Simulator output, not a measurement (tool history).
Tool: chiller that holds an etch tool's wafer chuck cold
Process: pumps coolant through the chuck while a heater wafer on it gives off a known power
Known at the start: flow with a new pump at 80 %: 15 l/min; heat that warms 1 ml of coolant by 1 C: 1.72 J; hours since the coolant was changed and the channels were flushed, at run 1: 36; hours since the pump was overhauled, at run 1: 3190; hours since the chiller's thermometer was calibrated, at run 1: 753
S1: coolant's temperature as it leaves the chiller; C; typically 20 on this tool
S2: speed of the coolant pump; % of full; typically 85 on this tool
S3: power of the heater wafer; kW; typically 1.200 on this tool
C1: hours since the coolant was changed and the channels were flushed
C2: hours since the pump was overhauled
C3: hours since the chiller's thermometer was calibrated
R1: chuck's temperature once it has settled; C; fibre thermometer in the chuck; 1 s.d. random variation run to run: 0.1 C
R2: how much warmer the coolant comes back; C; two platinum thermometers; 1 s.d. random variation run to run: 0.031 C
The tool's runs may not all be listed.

Run 1, hour 0.0: usual settings; C1 36; C2 3190; C3 753. Result: R1 27.3 C, R2 2.90 C.
Run 2, hour 128.6: usual settings; C1 164; C2 3319; C3 881. Result: R1 27.3 C, R2 2.85 C.
Run 3, hour 262.1: usual settings; C1 298; C2 3452; C3 1015. Result: R1 27.5 C, R2 2.93 C.
Run 4, hour 399.9: usual settings; C1 436; C2 3590; C3 1153. Result: R1 27.4 C, R2 2.94 C.
Run 5, hour 585.9: usual settings; C1 622; C2 3776; C3 1339. Result: R1 27.4 C, R2 2.93 C.
Run 6, hour 775.2: usual settings; C1 811; C2 3965; C3 1528. Result: R1 27.8 C, R2 2.90 C.
Run 7, hour 965.5: usual settings; C1 1001; C2 4156; C3 1718. Result: R1 27.5 C, R2 2.96 C.
Run 8, hour 1047.6: usual settings; C1 1083; C2 4238; C3 1800. Result: R1 27.9 C, R2 2.94 C.
Run 9, hour 1212.3: usual settings; C1 1248; C2 4402; C3 1965. Result: R1 27.8 C, R2 2.99 C.
Run 10, hour 1325.0: usual settings but S3 0.816 kW; C1 1361; C2 4515; C3 2078. Result: R1 25.3 C, R2 2.07 C.
Run 11, hour 1429.7: usual settings; C1 1465; C2 4620; C3 2183. Result: R1 27.8 C, R2 3.07 C.
Run 12, hour 1538.9: usual settings; C1 1575; C2 4729; C3 2292. Result: R1 27.9 C, R2 3.03 C.
Run 13, hour 1723.8: usual settings; C1 1759; C2 4914; C3 2477. Result: R1 27.9 C, R2 3.06 C.
Run 14, hour 1872.3: usual settings but S3 0.602 kW; C1 1908; C2 5062; C3 2625. Result: R1 23.9 C, R2 1.53 C.
Run 15, hour 1955.4: usual settings but S2 84 % of full; C1 1991; C2 5145; C3 2708. Result: R1 28.0 C, R2 3.16 C.
Run 16, hour 2077.4: usual settings; C1 2113; C2 5267; C3 2830. Result: R1 28.1 C, R2 3.05 C.
At hour 2113.1: chiller's thermometer calibrated.
Run 17, hour 2161.3: usual settings but S3 1.470 kW; C1 2196; C2 5350; C3 48. Result: R1 30.2 C, R2 3.78 C.
Run 18, hour 2304.8: usual settings but S3 1.470 kW; C1 2340; C2 5494; C3 192. Result: R1 30.3 C, R2 3.84 C.
Run 19, hour 2412.2: usual settings but S1 11 C, S2 96 % of full, S3 1.524 kW; C1 2447; C2 5601; C3 299. Result: R1 20.7 C, R2 3.52 C.
Run 20, hour 2516.8: usual settings but S1 13 C, S3 1.221 kW; C1 2551; C2 5706; C3 404. Result: R1 21.5 C, R2 3.22 C.
Run 21, hour 2596.6: usual settings but S1 13 C, S3 1.221 kW; C1 2631; C2 5786; C3 484. Result: R1 21.4 C, R2 3.22 C.
Run 22, hour 2719.5: usual settings but S1 25 C, S2 73 % of full, S3 0.888 kW; C1 2754; C2 5908; C3 606. Result: R1 32.0 C, R2 2.77 C.
Run 23, hour 2898.9: usual settings but S1 12 C, S2 93 % of full, S3 0.832 kW; C1 2934; C2 6088; C3 786. Result: R1 17.6 C, R2 2.00 C.
Run 24, hour 3015.2: usual settings but S1 12 C, S2 93 % of full, S3 0.832 kW; C1 3050; C2 6204; C3 902. Result: R1 17.5 C, R2 2.04 C.
Run 25, hour 3099.8: usual settings but S1 13 C, S2 71 % of full, S3 0.608 kW; C1 3135; C2 6289; C3 987. Result: R1 18.0 C, R2 1.97 C.
Run 26, hour 3282.2: usual settings but S2 83 % of full; C1 3317; C2 6471; C3 1169. Result: R1 29.0 C, R2 3.31 C.
Run 27, hour 3390.3: usual settings but S1 17 C, S2 95 % of full; C1 3425; C2 6579; C3 1277. Result: R1 25.2 C, R2 2.84 C.
Run 28, hour 3470.6: usual settings but S1 14 C, S2 62 % of full, S3 0.720 kW; C1 3505; C2 6660; C3 1357. Result: R1 20.8 C, R2 2.73 C.
Run 29, hour 3632.3: usual settings but S2 66 % of full, S3 1.324 kW; C1 3667; C2 6821; C3 1519. Result: R1 31.9 C, R2 4.71 C.
Run 30, hour 3747.6: usual settings but S2 66 % of full, S3 1.324 kW; C1 3782; C2 6937; C3 1635. Result: R1 32.1 C, R2 4.69 C.
Run 31, hour 3888.0: usual settings but S2 66 % of full, S3 1.324 kW; C1 3923; C2 7077; C3 1775. Result: R1 32.1 C, R2 4.78 C.
Run 32, hour 4040.7: usual settings but S2 66 % of full, S3 1.324 kW; C1 4075; C2 7230; C3 1928. Result: R1 32.1 C, R2 4.78 C.

Consider 4 possible next runs. They are alternatives, not a sequence: every one starts from the tool as it was left by run 32. What does each give?
Run A, hour 4220.1: usual settings but S1 12 C, S2 66 % of full, S3 1.344 kW; C1 4255; C2 7409; C3 2107. Result: R1 ?, R2 ?.
Run B, hour 4220.1: usual settings but S1 16 C, S3 0.803 kW; C1 4255; C2 7409; C3 2107. Result: R1 ?, R2 ?.
Run C, hour 4220.1: usual settings but S1 28 C, S2 92 % of full, S3 1.236 kW; C1 4255; C2 7409; C3 2107. Result: R1 ?, R2 ?.
Run D, hour 4220.1: usual settings but S2 76 % of full; C1 4255; C2 7409; C3 2107. Result: R1 ?, R2 ?.

run    R1    R2
  A  24.7  4.88
  B  22.2  2.22
  C  37.1  3.23
  D  30.2  3.76
What these runs would have given with no unlogged condition in the tool:
run    R1    R2
  A  21.2  3.85
  B  20.5  1.74
  C  34.6  2.56
  D  27.4  2.96
